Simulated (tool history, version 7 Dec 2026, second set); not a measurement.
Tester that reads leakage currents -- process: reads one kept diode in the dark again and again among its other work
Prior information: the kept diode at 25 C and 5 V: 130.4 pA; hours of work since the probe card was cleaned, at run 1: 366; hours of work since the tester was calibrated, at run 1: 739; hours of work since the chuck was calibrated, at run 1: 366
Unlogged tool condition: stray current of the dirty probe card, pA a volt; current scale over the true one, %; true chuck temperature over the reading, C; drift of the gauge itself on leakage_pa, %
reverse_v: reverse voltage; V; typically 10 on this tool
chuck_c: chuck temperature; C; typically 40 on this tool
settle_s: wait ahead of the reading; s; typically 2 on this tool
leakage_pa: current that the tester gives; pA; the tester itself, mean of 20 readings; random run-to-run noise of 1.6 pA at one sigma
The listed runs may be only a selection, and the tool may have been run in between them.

| run | day | reverse_v | chuck_c | settle_s | hours of work since the probe card was cleaned | hours of work since the tester was calibrated | hours of work since the chuck was calibrated | leakage_pa |
|---|---|---|---|---|---|---|---|---|
| 1 | 0 | 10 | 40 | 2 | 366 | 739 | 366 | 544.48 |
| 2 | 1.508 | 10 | 40 | 2 | 390 | 763 | 390 | 547.04 |
| 3 | 3.279 | 10 | 26 | 2 | 418 | 791 | 418 | 191.65 |
| 4 | 5.192 | 10 | 26 | 2 | 448 | 821 | 448 | 191.11 |
| 5 | 7.646 | 10 | 23 | 2 | 487 | 860 | 487 | 152.49 |
| 6 | 9.979 | 10 | 32 | 2 | 524 | 897 | 524 | 306.72 |
| 7 | 11.971 | 10 | 32 | 2 | 556 | 928 | 556 | 307.8 |
| 8 | 13.575 | 10 | 32 | 2 | 581 | 954 | 581 | 307.77 |
| 9 | 15.583 | 10 | 44 | 2 | 613 | 986 | 613 | 738.67 |
| 10 | 16.592 | 10 | 40 | 5.38 | 629 | 1002 | 629 | 556.4 |
| 11 | 18.175 | 10 | 40 | 5.38 | 654 | 1027 | 654 | 554.84 |
| 12 | 20.129 | 10 | 40 | 5.38 | 685 | 1058 | 685 | 558.68 |
| 13 | 22.075 | 10 | 40 | 5.38 | 716 | 1088 | 716 | 560.35 |
| 14 | 23.362 | 10 | 40 | 2.71 | 736 | 1109 | 736 | 559.59 |
| 15 | 25.488 | 10 | 34 | 3.84 | 769 | 1142 | 769 | 363.07 |
| 16 | 27.708 | 3.9 | 34 | 0.66 | 805 | 1178 | 805 | 252.47 |
| 17 | 30.046 | 3.5 | 24 | 0.36 | 842 | 1214 | 842 | 115.16 |
| 18 | 31.088 | 3.5 | 24 | 0.36 | 858 | 1231 | 858 | 115.15 |
| 19 | 32.179 | 20 | 31 | 0.35 | 875 | 1248 | 875 | 400.66 |
| 20 | 34.538 | 18.5 | 26 | 0.37 | 913 | 1286 | 913 | 271.97 |
| 21 | 36.867 | 18.5 | 26 | 0.37 | 950 | 1322 | 950 | 273.47 |
| 22 | 39.021 | 18.5 | 26 | 5.21 | 984 | 1357 | 984 | 259.76 |
| 23 | 40.512 | 5.2 | 40 | 0.42 | 1007 | 1380 | 1007 | 449.6 |
| 24 | 42.242 | 10 | 40 | 0.81 | 1035 | 1408 | 1035 | 578.55 |
|  | 44.162 | probe card cleaned and baked |
| 25 | 44.596 | 4.7 | 21 | 1.72 | 7 | 1443 | 1070 | 98.52 |
| 26 | 46.325 | 1.3 | 57 | 2 | 34 | 1470 | 1097 | 837.71 |
| 27 | 48.792 | 1.3 | 57 | 2 | 73 | 1509 | 1136 | 850.15 |

Run 28 has not been measured yet. What should we expect?
| 28 | 50.4 | 1.3 | 57 | 2 | 99 | 1535 | 1162 | ? |

{"run 28": {"leakage_pa": 842.72}}
With the hidden condition absent and the run-to-run variation left alone, this run would have shown leakage_pa 802.81 pA.

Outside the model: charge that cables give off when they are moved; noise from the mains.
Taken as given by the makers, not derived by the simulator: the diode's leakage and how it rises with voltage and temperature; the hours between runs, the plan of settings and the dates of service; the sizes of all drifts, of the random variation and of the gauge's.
